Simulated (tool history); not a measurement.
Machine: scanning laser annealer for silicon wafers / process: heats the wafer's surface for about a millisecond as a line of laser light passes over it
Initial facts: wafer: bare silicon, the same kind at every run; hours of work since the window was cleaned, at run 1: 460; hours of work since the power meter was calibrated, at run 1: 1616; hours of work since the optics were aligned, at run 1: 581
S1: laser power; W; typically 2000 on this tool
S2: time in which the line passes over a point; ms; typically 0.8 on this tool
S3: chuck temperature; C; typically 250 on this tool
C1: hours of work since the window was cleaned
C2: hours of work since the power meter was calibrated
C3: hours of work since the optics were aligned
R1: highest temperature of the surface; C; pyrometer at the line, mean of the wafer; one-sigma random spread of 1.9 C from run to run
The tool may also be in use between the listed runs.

run	hour	S1	S2	S3	C1	C2	C3	R1
1	0	2000	0.8	250	460	1616	581	1073
2	52	2000	0.746	250	488	1643	609	1040
3	115.8	2000	0.8	250	522	1677	643	1074
4	169.9	2000	0.8	250	551	1706	672	1069
5	211.4	2000	0.572	250	573	1728	694	928
6	254.9	2000	0.8	286	596	1751	717	1103
7	316.1	2000	0.8	214	628	1784	749	1033
# hour 332.5: optics aligned, line set to its width
8	374.6	2000	0.569	250	657	1812	22	923
9	424	2000	0.8	250	683	1838	49	1068
10	457.8	2000	0.8	250	701	1856	67	1067
11	515.6	2000	0.8	250	732	1887	97	1068
12	557.7	2000	0.8	250	754	1909	120	1063
# hour 619.8: window over the wafer cleaned
13	623.6	2000	0.8	250	2	1943	154	1096
14	698.9	1759	0.743	264	42	1983	194	977
15	746.9	1862	0.863	238	68	2009	219	1058
16	784.7	1923	0.683	275	88	2029	239	1015
17	826.8	1910	0.817	289	110	2051	262	1103
18	898.7	1910	0.817	289	148	2090	300	1100
19	938.7	1960	0.678	282	170	2111	321	1028
20	973.1	1960	0.678	282	188	2129	339	1026
21	1037.1	1960	0.671	225	222	2163	373	966
22	1094.3	1960	0.671	225	252	2193	404	962

Some steps in R1, run to run, broken into two amounts with sign: the step expected even without the hidden condition (settings, incoming material, random variation), and the rest, left for the hidden condition together with whatever gauge scatter is not in both the measured and the hidden-condition-free result:
Hidden state at play: light that passes the window, % of a clean one's; laser's true power over the reading, %; width of the line over the set one, %; drift of the gauge itself on peak_c, C.
Run 5 -> 6: S2 0.572 -> 0.8, S3 250 -> 286. R1 +175 C: hidden state -6, all else +181.
Run 7 -> 8: S2 0.8 -> 0.569, S3 214 -> 250, optics aligned, line set to its width. R1 -110 C: hidden state +7, all else -117.
Run 8 -> 9: S2 0.569 -> 0.8. R1 +145 C: hidden state -6, all else +151.
Run 12 -> 13: window over the wafer cleaned. R1 +33 C: hidden state +28, all else +5.
